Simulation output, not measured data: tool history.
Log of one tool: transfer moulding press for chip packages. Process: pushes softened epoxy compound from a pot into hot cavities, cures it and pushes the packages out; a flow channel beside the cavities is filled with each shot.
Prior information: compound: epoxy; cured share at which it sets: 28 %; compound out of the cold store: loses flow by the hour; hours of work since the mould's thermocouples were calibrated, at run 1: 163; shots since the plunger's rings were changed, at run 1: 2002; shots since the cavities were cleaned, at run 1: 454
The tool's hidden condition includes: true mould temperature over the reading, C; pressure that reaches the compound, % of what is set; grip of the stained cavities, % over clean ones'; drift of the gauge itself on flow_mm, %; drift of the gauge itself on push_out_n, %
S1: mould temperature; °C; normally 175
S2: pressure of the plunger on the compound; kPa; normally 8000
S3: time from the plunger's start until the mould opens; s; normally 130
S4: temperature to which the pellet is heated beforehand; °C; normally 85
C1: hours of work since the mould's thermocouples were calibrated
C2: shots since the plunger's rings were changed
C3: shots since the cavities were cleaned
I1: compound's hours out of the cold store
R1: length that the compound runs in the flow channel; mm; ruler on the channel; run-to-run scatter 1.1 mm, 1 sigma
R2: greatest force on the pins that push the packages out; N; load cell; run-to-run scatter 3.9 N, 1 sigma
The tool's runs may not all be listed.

Run 1, day 0: usual settings; C1 163; C2 2002; C3 454; I1 45.2. Result: R1 798 mm, R2 187 N.
At day 0.383: cavities cleaned with cleaning compound and waxed.
Run 2, day 0.462: usual settings; C1 168; C2 2071; C3 14; I1 42.5. Result: R1 809 mm, R2 177 N.
Run 3, day 0.762: usual settings; C1 171; C2 2122; C3 65; I1 10.4. Result: R1 961 mm, R2 202 N.
Run 4, day 0.967: usual settings; C1 174; C2 2157; C3 100; I1 21.6. Result: R1 902 mm, R2 184 N.
Run 5, day 1.221: usual settings; C1 177; C2 2200; C3 143; I1 41.9. Result: R1 811 mm, R2 189 N.
Run 6, day 1.646: usual settings; C1 182; C2 2273; C3 216; I1 42.9. Result: R1 806 mm, R2 180 N.
Run 7, day 1.929: usual settings; C1 186; C2 2321; C3 264; I1 39.6. Result: R1 822 mm, R2 183 N.
Run 8, day 2.2: usual settings; C1 189; C2 2367; C3 310; I1 23.9. Result: R1 891 mm, R2 191 N.
Run 9, day 2.617: usual settings; C1 194; C2 2439; C3 382; I1 15.9. Result: R1 931 mm, R2 192 N.
Run 10, day 2.929: usual settings; C1 198; C2 2492; C3 435; I1 19.5. Result: R1 912 mm, R2 192 N.
Run 11, day 3.208: usual settings; C1 202; C2 2539; C3 482; I1 18.7. Result: R1 920 mm, R2 190 N.
At day 3.467: cavities cleaned with cleaning compound and waxed.
Run 12, day 3.533: usual settings but S2 8800 kPa; C1 205; C2 2585; C3 12; I1 41.2. Result: R1 852 mm, R2 185 N.
Run 13, day 3.929: usual settings but S2 8800 kPa; C1 210; C2 2652; C3 79; I1 32.4. Result: R1 896 mm, R2 190 N.
Run 14, day 4.192: usual settings but S2 8800 kPa; C1 213; C2 2697; C3 124; I1 14.4. Result: R1 986 mm, R2 194 N.
Run 15, day 4.642: usual settings but S2 8800 kPa; C1 218; C2 2774; C3 201; I1 9.7. Result: R1 1011 mm, R2 190 N.
Run 16, day 4.971: usual settings but S1 183 °C, S2 6640 kPa, S3 158 s, S4 77 °C; C1 223; C2 2829; C3 256; I1 46.8. Result: R1 703 mm, R2 164 N.
Run 17, day 5.308: usual settings but S4 90 °C; C1 227; C2 2887; C3 314; I1 16.7. Result: R1 925 mm, R2 193 N.
Run 18, day 5.579: usual settings but S4 90 °C; C1 230; C2 2934; C3 361; I1 39.1. Result: R1 823 mm, R2 178 N.

Run 19 is up next; what results do you expect?
Run 19, day 5.812: usual settings but S2 9530 kPa, S4 78 °C; C1 233; C2 2974; C3 401; I1 29.5. Result: R1 ?, R2 ?.

Run 19 measured R1 945 mm, R2 182 N.
Minus the tool's unlogged condition, the same run would have read R1 946 mm, R2 181 N.
